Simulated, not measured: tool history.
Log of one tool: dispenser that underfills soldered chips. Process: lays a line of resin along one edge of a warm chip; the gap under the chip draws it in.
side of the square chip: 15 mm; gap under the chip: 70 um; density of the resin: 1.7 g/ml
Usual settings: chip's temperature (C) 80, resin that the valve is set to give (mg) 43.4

| run | hour | chip's temperature (C) | resin that the valve is set to give (mg) | time until the resin shows at the far edge (s) | resin that the valve gave (mg) |
|---|---|---|---|---|---|
| 1 | 0 | 80 | 43.4 | 53.6 | 42.86 |
|  | 5.3 | new syringe of resin |
| 2 | 7.5 | 80 | 43.4 | 51.4 | 42.75 |
|  | 13.4 | new syringe of resin |
| 3 | 14.7 | 80 | 43.4 | 51.2 | 42.56 |
|  | 21.8 | new syringe of resin |
| 4 | 23.5 | 80 | 43.4 | 51.1 | 42.46 |
|  | 29.6 | new syringe of resin |
| 5 | 30 | 80 | 43.4 | 48.9 | 41.92 |
| 6 | 37.1 | 80 | 43.4 | 59.8 | 42.33 |
|  | 37.8 | new syringe of resin |
| 7 | 42.7 | 80 | 43.4 | 57.3 | 41.85 |
|  | 45.9 | new syringe of resin |
| 8 | 48.6 | 75 | 43.4 | 66.8 | 41.87 |
|  | 53.8 | new syringe of resin |
| 9 | 56.4 | 75 | 43.4 | 66.7 | 41.8 |
|  | 61.8 | new syringe of resin |
| 10 | 62 | 90 | 50.9 | 32.3 | 48.74 |
| 11 | 67.3 | 90 | 47.5 | 36.7 | 45.46 |
|  | 69.8 | new syringe of resin |
| 12 | 71.1 | 90 | 47.5 | 32.2 | 45.82 |
|  | 77.8 | new syringe of resin |
| 13 | 77.9 | 83 | 48.7 | 42 | 46.76 |

The same runs without the tool's hidden state, with the same run-to-run variation:
The hidden state here: resin's viscosity, % of fresh resin's; dose that the valve gives, % of what is set; true chip temperature over the reading, C; drift of the gauge itself on fill_s, %; drift of the gauge itself on given_mg, %.
| run | time until the resin shows at the far edge (s) | resin that the valve gave (mg) |
|---|---|---|
| 1 | 52 | 43.55 |
| 2 | 50.8 | 43.54 |
| 3 | 51.7 | 43.46 |
| 4 | 52.2 | 43.49 |
| 5 | 50.9 | 43.02 |
| 6 | 52.2 | 43.54 |
| 7 | 53 | 43.13 |
| 8 | 65.8 | 43.23 |
| 9 | 65.6 | 43.28 |
| 10 | 33.5 | 50.56 |
| 11 | 33.3 | 47.24 |
| 12 | 32.8 | 47.67 |
| 13 | 43.9 | 48.76 |
